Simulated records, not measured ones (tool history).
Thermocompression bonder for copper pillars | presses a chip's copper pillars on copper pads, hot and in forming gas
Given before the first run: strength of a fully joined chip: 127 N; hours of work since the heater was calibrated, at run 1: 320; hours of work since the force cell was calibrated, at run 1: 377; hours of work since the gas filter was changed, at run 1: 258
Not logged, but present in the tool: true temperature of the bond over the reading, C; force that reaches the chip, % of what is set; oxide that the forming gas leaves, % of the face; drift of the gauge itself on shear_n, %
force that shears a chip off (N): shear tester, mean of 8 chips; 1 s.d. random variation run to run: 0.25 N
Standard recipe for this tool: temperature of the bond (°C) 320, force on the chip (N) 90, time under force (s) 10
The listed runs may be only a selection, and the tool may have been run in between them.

run,hour,temperature of the bond (°C),force on the chip (N),time under force (s),hours of work since the heater was calibrated,hours of work since the force cell was calibrated,hours of work since the gas filter was changed,force that shears a chip off (N)
1,0,320,90,10,320,377,258,42.5
2,17.2,298,90,10,328,385,266,31.1
3,35.7,298,90,10,337,394,275,31.4
4,47.4,323,90,10,343,400,281,44.1
5,67.6,320,90,10,352,410,291,42.3
6,86.2,320,90,10,361,419,300,42.4
7,97.3,320,90,10,367,424,305,41.9
8,107.1,320,90,10,371,429,310,42
9,120.3,320,90,10,378,435,316,42.2
10,141.4,320,90,10,388,445,326,41.8
11,153.1,320,90,10,394,451,332,41.6
12,166.9,320,90,10,400,458,339,41.8
13,176.8,320,90,10,405,462,344,41.9
14,194.7,320,94,10,414,471,352,43.1
15,207.6,320,94,10,420,477,358,43.2
16,220.9,320,94,10,427,484,365,43.4
17,233.5,291,56,10,433,490,371,17.2
18,250.3,294,110,11,441,498,379,36.3
19,270.4,345,90,10,451,508,389,54.8
20,287,345,90,10,459,516,397,55.2
21,298.2,333,90,24,464,521,402,65.3
22,317.8,333,90,24,474,531,412,65
23,330.9,320,93,19,480,537,418,54.5
24,343.7,320,115,17,486,543,424,61.7
25,352.9,295,88,19,491,548,429,38
26,366.7,295,88,19,497,555,436,37.5
27,385.2,295,88,19,506,563,445,37.2
28,396.2,295,88,19,512,569,450,36.9

5 ways to go on from here, each from the tool as it stands after run 28. What would each give?
A,413.5,333,117,7,520,577,458,?
B,413.5,317,62,6,520,577,458,?
C,413.5,297,78,9,520,577,458,?
D,413.5,346,103,29,520,577,458,?
E,413.5,344,77,10,520,577,458,?

run,force that shears a chip off (N)
A,52.1
B,22
C,24.8
D,83.3
E,47
With no hidden state in the tool, these same runs would have given:
run,force that shears a chip off (N)
A,57
B,24
C,27.1
D,91.2
E,51.5
